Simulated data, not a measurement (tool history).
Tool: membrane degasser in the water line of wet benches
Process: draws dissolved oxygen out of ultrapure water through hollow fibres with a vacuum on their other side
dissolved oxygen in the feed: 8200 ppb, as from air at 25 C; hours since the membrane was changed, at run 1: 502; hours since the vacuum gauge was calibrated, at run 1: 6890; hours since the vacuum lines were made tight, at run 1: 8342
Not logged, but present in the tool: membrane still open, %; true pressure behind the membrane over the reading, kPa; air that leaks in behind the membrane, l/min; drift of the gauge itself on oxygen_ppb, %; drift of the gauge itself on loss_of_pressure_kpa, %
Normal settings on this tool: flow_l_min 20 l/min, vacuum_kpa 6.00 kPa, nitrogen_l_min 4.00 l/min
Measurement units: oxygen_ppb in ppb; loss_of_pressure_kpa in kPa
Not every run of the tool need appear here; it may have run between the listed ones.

| run | hour | flow_l_min | vacuum_kpa | nitrogen_l_min | hours since the membrane was changed | hours since the vacuum gauge was calibrated | hours since the vacuum lines were made tight | oxygen_ppb | loss_of_pressure_kpa |
|---|---|---|---|---|---|---|---|---|---|
| 1 | 0.0 | 20 | 6.00 | 4.00 | 502 | 6890 | 8342 | 61.9 | 51.55 |
| 2 | 69.1 | 20 | 5.96 | 4.00 | 571 | 6959 | 8411 | 63.3 | 51.67 |
| 3 | 133.9 | 20 | 5.96 | 4.00 | 636 | 7023 | 8476 | 62.8 | 51.78 |
| 4 | 180.6 | 20 | 5.96 | 4.00 | 682 | 7070 | 8523 | 62.1 | 51.39 |
| 5 | 220.8 | 20 | 7.38 | 4.00 | 723 | 7110 | 8563 | 80.9 | 51.74 |
| 6 | 259.6 | 20 | 7.38 | 4.00 | 761 | 7149 | 8602 | 79.4 | 51.68 |
| 7 | 332.1 | 20 | 7.38 | 4.00 | 834 | 7222 | 8674 | 79.5 | 52.00 |
| 8 | 398.2 | 20 | 7.38 | 3.02 | 900 | 7288 | 8740 | 96.4 | 51.50 |
| 9 | 433.2 | 20 | 7.38 | 3.02 | 935 | 7323 | 8776 | 97.6 | 51.45 |
| 10 | 466.2 | 20 | 4.14 | 4.00 | 968 | 7356 | 8809 | 40.8 | 51.80 |
| 11 | 505.1 | 20 | 4.14 | 4.00 | 1007 | 7395 | 8847 | 41.1 | 51.53 |
| 12 | 556.5 | 20 | 6.37 | 4.00 | 1058 | 7446 | 8899 | 67.0 | 51.96 |
| 13 | 615.2 | 20 | 6.00 | 4.00 | 1117 | 7505 | 8958 | 64.1 | 51.87 |
| 14 | 661.7 | 20 | 6.00 | 4.00 | 1164 | 7551 | 9004 | 62.7 | 51.82 |
| 15 | 709.0 | 20 | 12.36 | 4.00 | 1211 | 7598 | 9051 | 142.3 | 51.51 |
| 16 | 773.9 | 20 | 12.36 | 4.00 | 1276 | 7663 | 9116 | 137.3 | 51.66 |
| 17 | 820.5 | 25 | 7.05 | 4.63 | 1322 | 7710 | 9163 | 90.9 | 65.12 |
| 18 | 849.7 | 26 | 8.72 | 3.55 | 1352 | 7739 | 9192 | 144.8 | 67.35 |
| 19 | 906.9 | 26 | 7.05 | 3.55 | 1409 | 7796 | 9249 | 114.8 | 67.39 |
| 20 | 974.2 | 17 | 5.41 | 3.55 | 1476 | 7864 | 9317 | 48.6 | 43.93 |
| 21 | 1032.3 | 30 | 12.41 | 6.82 | 1534 | 7922 | 9375 | 153.7 | 77.85 |
|  | 1037.3 | vacuum gauge calibrated |
| 22 | 1077.4 | 20 | 14.42 | 4.00 | 1579 | 40 | 9419 | 167.3 | 51.98 |
| 23 | 1145.3 | 26 | 7.72 | 5.25 | 1647 | 108 | 9487 | 100.8 | 67.41 |
| 24 | 1210.8 | 26 | 7.72 | 5.25 | 1712 | 174 | 9553 | 100.7 | 67.56 |
| 25 | 1276.2 | 19 | 6.00 | 4.00 | 1778 | 239 | 9618 | 62.7 | 49.13 |
| 26 | 1329.7 | 19 | 6.00 | 4.00 | 1831 | 292 | 9671 | 63.0 | 49.29 |
| 27 | 1372.2 | 20 | 10.14 | 8.42 | 1874 | 335 | 9714 | 69.9 | 51.73 |
|  | 1410.4 | vacuum gauge calibrated, once more |
| 28 | 1411.5 | 20 | 6.13 | 3.83 | 1912 | 1 | 9753 | 63.4 | 51.73 |
| 29 | 1466.8 | 20 | 9.92 | 3.83 | 1968 | 56 | 9808 | 111.9 | 52.06 |
| 30 | 1502.6 | 20 | 9.92 | 3.83 | 2003 | 92 | 9844 | 109.4 | 51.78 |
| 31 | 1550.9 | 17 | 5.43 | 4.00 | 2052 | 140 | 9892 | 41.4 | 44.20 |
| 32 | 1607.8 | 17 | 5.43 | 6.76 | 2109 | 197 | 9949 | 32.6 | 44.32 |

Below are 4 alternative next runs, each starting from the tool's condition after run 32. Predict each:
| A | 1661.6 | 26 | 6.00 | 4.00 | 2162 | 251 | 10003 | ? | ? |
| B | 1661.6 | 26 | 5.39 | 9.08 | 2162 | 251 | 10003 | ? | ? |
| C | 1661.6 | 22 | 7.78 | 3.07 | 2162 | 251 | 10003 | ? | ? |
| D | 1661.6 | 26 | 4.77 | 2.95 | 2162 | 251 | 10003 | ? | ? |

| run | oxygen_ppb | loss_of_pressure_kpa |
|---|---|---|
| A | 86.0 | 67.74 |
| B | 56.4 | 67.39 |
| C | 108.8 | 57.45 |
| D | 73.5 | 68.16 |
Stripped of hidden state, with their random variation kept, the same runs would have yielded:
| run | oxygen_ppb | loss_of_pressure_kpa |
|---|---|---|
| A | 83.1 | 67.01 |
| B | 53.9 | 66.66 |
| C | 105.8 | 56.83 |
| D | 70.9 | 67.42 |
